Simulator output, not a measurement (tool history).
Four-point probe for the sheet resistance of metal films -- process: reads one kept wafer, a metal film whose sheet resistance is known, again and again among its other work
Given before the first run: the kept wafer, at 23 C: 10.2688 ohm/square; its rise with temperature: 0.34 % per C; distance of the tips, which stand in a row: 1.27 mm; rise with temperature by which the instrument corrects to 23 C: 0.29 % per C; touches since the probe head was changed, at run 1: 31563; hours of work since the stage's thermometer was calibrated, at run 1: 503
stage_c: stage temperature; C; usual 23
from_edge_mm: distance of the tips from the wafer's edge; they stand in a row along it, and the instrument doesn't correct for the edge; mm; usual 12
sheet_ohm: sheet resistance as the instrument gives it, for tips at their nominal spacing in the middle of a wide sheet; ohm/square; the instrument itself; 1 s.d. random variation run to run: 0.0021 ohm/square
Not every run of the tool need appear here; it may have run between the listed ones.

run	hour	stage_c	from_edge_mm	touches since the probe head was changed	hours of work since the stage's thermometer was calibrated	sheet_ohm
1	0	23	12	31563	503	10.312064
2	19.5	29	12	32538	516	10.343278
3	35.6	29	12	33341	527	10.342757
4	46.1	23	12	33866	534	10.314052
5	61.8	23	12	34649	545	10.317135
6	83.7	26	7	35748	560	10.449572

Predict the results of run 7:
# hour 86.4: stage's thermometer calibrated
7	108.6	18	13	36966	15	?

{"run 7": {"sheet_ohm": 10.279518}}
Were there no unlogged condition in the tool, this run, its random variation unchanged, would have produced sheet_ohm 10.29409 ohm/square.

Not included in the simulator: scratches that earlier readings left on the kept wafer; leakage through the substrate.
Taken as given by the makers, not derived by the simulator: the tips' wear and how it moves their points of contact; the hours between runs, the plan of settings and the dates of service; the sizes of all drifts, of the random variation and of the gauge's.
